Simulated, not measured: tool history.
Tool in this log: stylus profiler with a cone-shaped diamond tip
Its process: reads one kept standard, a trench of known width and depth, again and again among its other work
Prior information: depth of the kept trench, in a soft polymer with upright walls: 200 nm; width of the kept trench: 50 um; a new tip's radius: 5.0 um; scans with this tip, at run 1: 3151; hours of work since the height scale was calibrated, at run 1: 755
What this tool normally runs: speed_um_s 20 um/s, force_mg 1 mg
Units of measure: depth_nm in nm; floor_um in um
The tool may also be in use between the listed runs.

run	hour	speed_um_s	force_mg	scans with this tip	hours of work since the height scale was calibrated	depth_nm	floor_um
1	0	20	1	3151	755	201.75	47.16
2	33.3	10	1	3228	774	201.85	47.23
3	57.6	20	1	3285	787	201.81	47.15
4	75.1	20	1	3326	797	201.77	47.15
5	96.1	20	1	3375	809	201.78	47.09
6	125.8	20	1	3444	826	201.79	47.15
7	153.9	11	1	3509	841	201.79	47.27
8	173.3	11	1	3555	852	201.76	47.17
9	188.3	14	1.83	3590	860	202.66	47.2
10	212.8	23	1.75	3647	874	202.6	47.08
11	236.5	9	1.12	3702	887	201.9	47.21
12	251.7	9	0.49	3737	896	201.05	47.19

Run 13 is up next; what results do you expect?
13	271.2	9	0.49	3783	907	?	?

Run 13 yielded depth_nm 201.1 nm, floor_um 47.16 um.
With no hidden state in the tool, this same run would have given depth_nm 201.1 nm, floor_um 47.16 um.

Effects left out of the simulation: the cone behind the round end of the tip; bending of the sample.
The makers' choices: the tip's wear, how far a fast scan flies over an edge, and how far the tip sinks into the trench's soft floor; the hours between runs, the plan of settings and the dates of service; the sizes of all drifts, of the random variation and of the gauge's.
